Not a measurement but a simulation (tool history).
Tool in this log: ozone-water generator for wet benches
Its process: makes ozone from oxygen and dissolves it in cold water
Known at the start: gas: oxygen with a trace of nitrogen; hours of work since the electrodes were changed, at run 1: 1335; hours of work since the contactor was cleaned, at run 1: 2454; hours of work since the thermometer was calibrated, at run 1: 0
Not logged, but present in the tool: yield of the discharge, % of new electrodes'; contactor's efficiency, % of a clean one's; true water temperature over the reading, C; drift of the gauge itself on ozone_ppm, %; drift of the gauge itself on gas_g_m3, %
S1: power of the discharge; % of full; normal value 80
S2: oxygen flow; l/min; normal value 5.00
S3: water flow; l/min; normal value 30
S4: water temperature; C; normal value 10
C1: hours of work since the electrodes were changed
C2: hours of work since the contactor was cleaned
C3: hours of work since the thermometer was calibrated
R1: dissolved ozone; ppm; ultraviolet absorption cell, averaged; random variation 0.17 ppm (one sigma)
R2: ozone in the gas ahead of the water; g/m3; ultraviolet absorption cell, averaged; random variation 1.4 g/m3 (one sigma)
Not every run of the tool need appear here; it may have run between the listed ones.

run	day	S1	S2	S3	S4	C1	C2	C3	R1	R2
1	0.000	80	5.00	30	10	1335	2454	0	21.8	255.6
2	1.158	80	5.00	30	10	1361	2480	26	22.1	258.0
3	2.446	80	5.00	23	10	1389	2508	54	27.5	257.0
4	4.650	80	5.00	23	10	1438	2557	103	27.7	259.4
5	6.938	80	5.00	30	10	1488	2608	153	22.2	256.8
6	8.929	80	5.00	30	10	1532	2652	197	22.2	259.1
7	11.296	80	5.00	30	10	1584	2704	249	22.3	261.2
8	13.200	80	5.00	30	10	1626	2746	292	22.2	261.3
9	14.979	80	5.00	30	10	1666	2785	331	22.2	259.4
10	16.150	80	5.00	30	10	1692	2811	357	22.4	258.7
11	17.512	80	5.00	30	10	1722	2841	387	22.0	260.6
12	18.950	80	5.00	30	10	1753	2873	418	22.6	260.2
13	21.329	80	5.00	32	10	1806	2925	471	20.7	260.5
14	22.562	80	5.33	30	10	1833	2953	498	21.9	253.4
15	24.946	80	5.33	30	10	1886	3005	551	21.8	251.5
16	27.112	80	5.33	30	10	1934	3053	599	22.4	251.2
17	29.462	80	5.33	30	10	1986	3105	651	22.4	253.7
18	31.267	71	5.00	30	10	2026	3145	691	20.3	243.1
19	32.575	71	5.00	30	10	2054	3174	719	20.5	243.5
# day 34.450: gauge calibrated
20	34.450	59	5.00	20	18	2096	3215	761	22.7	210.5
21	36.462	59	5.00	20	18	2140	3260	805	22.9	211.0
22	37.842	59	5.00	20	18	2171	3290	836	23.0	210.7
23	39.271	80	5.00	30	13	2202	3322	867	21.8	258.8
24	40.979	92	6.85	28	11	2240	3359	905	25.2	229.7
25	42.150	52	3.44	19	10	2266	3385	931	24.5	252.9
26	44.079	52	3.44	30	10	2308	3428	973	16.1	251.9
27	46.471	40	6.34	22	7	2361	3481	1026	18.6	140.0
28	47.546	40	6.34	22	7	2385	3504	1050	18.7	141.2
29	49.471	40	6.34	22	7	2428	3547	1093	18.6	142.1
30	50.492	94	2.87	22	11	2450	3570	1115	31.2	424.7
31	51.554	80	5.00	30	12	2474	3593	1139	21.7	263.1
32	53.229	90	5.00	30	12	2511	3630	1176	23.4	284.2
33	54.817	80	3.73	30	15	2546	3665	1211	21.2	320.4

Predict each of these 3 candidate next runs independently; none follows another, all start after run 33:
A	56.796	73	5.66	30	9	2589	3709	1254	?	?
B	56.796	80	5.54	26	8	2589	3709	1254	?	?
C	56.796	40	5.00	30	10	2589	3709	1254	?	?

run	R1	R2
A	21.1	226.0
B	25.9	244.3
C	13.9	165.6
The same runs, with their run-to-run variation unchanged, on a tool lacking any hidden condition would have given:
run	R1	R2
A	21.2	222.1
B	25.9	240.1
C	13.9	162.7
